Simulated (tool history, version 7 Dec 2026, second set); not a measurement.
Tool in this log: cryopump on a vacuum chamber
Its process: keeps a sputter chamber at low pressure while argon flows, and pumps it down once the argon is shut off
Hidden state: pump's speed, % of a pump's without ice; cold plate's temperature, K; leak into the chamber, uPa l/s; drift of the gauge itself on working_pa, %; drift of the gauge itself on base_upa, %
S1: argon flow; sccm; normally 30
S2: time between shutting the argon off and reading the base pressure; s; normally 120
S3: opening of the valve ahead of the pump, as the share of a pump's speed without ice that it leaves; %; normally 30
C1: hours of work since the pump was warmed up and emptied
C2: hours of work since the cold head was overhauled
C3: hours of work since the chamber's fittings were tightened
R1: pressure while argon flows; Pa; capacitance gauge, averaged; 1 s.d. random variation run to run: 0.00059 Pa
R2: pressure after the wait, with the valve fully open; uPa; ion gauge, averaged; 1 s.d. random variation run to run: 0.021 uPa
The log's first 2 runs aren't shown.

{"run": 3, "hour": 61.2, "S1": 30, "S2": 120, "S3": 57, "C1": 94, "C2": 948, "C3": 1543, "R1": 0.0422, "R2": 1.33}
{"run": 4, "hour": 83.5, "S1": 30, "S2": 120, "S3": 57, "C1": 106, "C2": 960, "C3": 1556, "R1": 0.043, "R2": 1.31}
{"run": 5, "hour": 114.9, "S1": 30, "S2": 120, "S3": 57, "C1": 123, "C2": 978, "C3": 1573, "R1": 0.0422, "R2": 1.35}
{"run": 6, "hour": 161.2, "S1": 30, "S2": 120, "S3": 30, "C1": 149, "C2": 1003, "C3": 1598, "R1": 0.0812, "R2": 1.4}
{"run": 7, "hour": 202.7, "S1": 30, "S2": 120, "S3": 30, "C1": 172, "C2": 1026, "C3": 1621, "R1": 0.0802, "R2": 1.34}
{"run": 8, "hour": 248.1, "S1": 30, "S2": 120, "S3": 30, "C1": 196, "C2": 1051, "C3": 1646, "R1": 0.0802, "R2": 1.4}
{"run": 9, "hour": 293.4, "S1": 30, "S2": 120, "S3": 30, "C1": 221, "C2": 1075, "C3": 1671, "R1": 0.0817, "R2": 1.42}
{"run": 10, "hour": 337.2, "S1": 30, "S2": 120, "S3": 30, "C1": 245, "C2": 1099, "C3": 1695, "R1": 0.0813, "R2": 1.47}
{"run": 11, "hour": 381.9, "S1": 30, "S2": 120, "S3": 30, "C1": 270, "C2": 1124, "C3": 1719, "R1": 0.0804, "R2": 1.51}
{"run": 12, "hour": 401.8, "S1": 30, "S2": 23, "S3": 30, "C1": 281, "C2": 1135, "C3": 1730, "R1": 0.0812, "R2": 2.77}
{"run": 13, "hour": 434.4, "S1": 30, "S2": 23, "S3": 30, "C1": 298, "C2": 1153, "C3": 1748, "R1": 0.0803, "R2": 2.82}
{"run": 14, "hour": 475.1, "S1": 30, "S2": 23, "S3": 30, "C1": 321, "C2": 1175, "C3": 1770, "R1": 0.0811, "R2": 2.87}
{"run": 15, "hour": 517.5, "S1": 30, "S2": 120, "S3": 30, "C1": 344, "C2": 1198, "C3": 1793, "R1": 0.0808, "R2": 1.55}
{"run": 16, "hour": 544.1, "S1": 30, "S2": 120, "S3": 30, "C1": 358, "C2": 1213, "C3": 1808, "R1": 0.0823, "R2": 1.54}
{"run": 17, "hour": 566.8, "S1": 30, "S2": 120, "S3": 30, "C1": 371, "C2": 1225, "C3": 1820, "R1": 0.0819, "R2": 1.55}
{"run": 18, "hour": 600.8, "S1": 18, "S2": 206, "S3": 43, "C1": 390, "C2": 1244, "C3": 1839, "R1": 0.0344, "R2": 1.42}
{"run": 19, "hour": 633.4, "S1": 18, "S2": 206, "S3": 43, "C1": 407, "C2": 1262, "C3": 1857, "R1": 0.035, "R2": 1.5}
{"run": 20, "hour": 674.6, "S1": 49, "S2": 40, "S3": 40, "C1": 430, "C2": 1284, "C3": 1879, "R1": 0.103, "R2": 2.26}
{"run": 21, "hour": 721.5, "S1": 29, "S2": 57, "S3": 15, "C1": 456, "C2": 1310, "C3": 1905, "R1": 0.1568, "R2": 2.06}
{"run": 22, "hour": 756.4, "S1": 29, "S2": 57, "S3": 15, "C1": 475, "C2": 1329, "C3": 1924, "R1": 0.1572, "R2": 2.03}
{"run": 23, "hour": 784.8, "S1": 29, "S2": 57, "S3": 15, "C1": 490, "C2": 1345, "C3": 1940, "R1": 0.1571, "R2": 2.11}
{"run": 24, "hour": 822.6, "S1": 30, "S2": 195, "S3": 19, "C1": 511, "C2": 1365, "C3": 1960, "R1": 0.1288, "R2": 1.59}
{"run": 25, "hour": 856.2, "S1": 30, "S2": 195, "S3": 19, "C1": 529, "C2": 1384, "C3": 1979, "R1": 0.1289, "R2": 1.63}
{"run": 26, "hour": 894.0, "S1": 30, "S2": 195, "S3": 19, "C1": 550, "C2": 1404, "C3": 2000, "R1": 0.1295, "R2": 1.65}

Predict the results of run 27:
{"run": 27, "hour": 929.4, "S1": 30, "S2": 195, "S3": 19, "C1": 570, "C2": 1424, "C3": 2019, "R1": "?", "R2": "?"}

R1: 0.129 Pa
R2: 1.69 uPa
Were there no unlogged condition in the tool, this run, its random variation unchanged, would have produced R1 0.1243 Pa, R2 0.36 uPa.

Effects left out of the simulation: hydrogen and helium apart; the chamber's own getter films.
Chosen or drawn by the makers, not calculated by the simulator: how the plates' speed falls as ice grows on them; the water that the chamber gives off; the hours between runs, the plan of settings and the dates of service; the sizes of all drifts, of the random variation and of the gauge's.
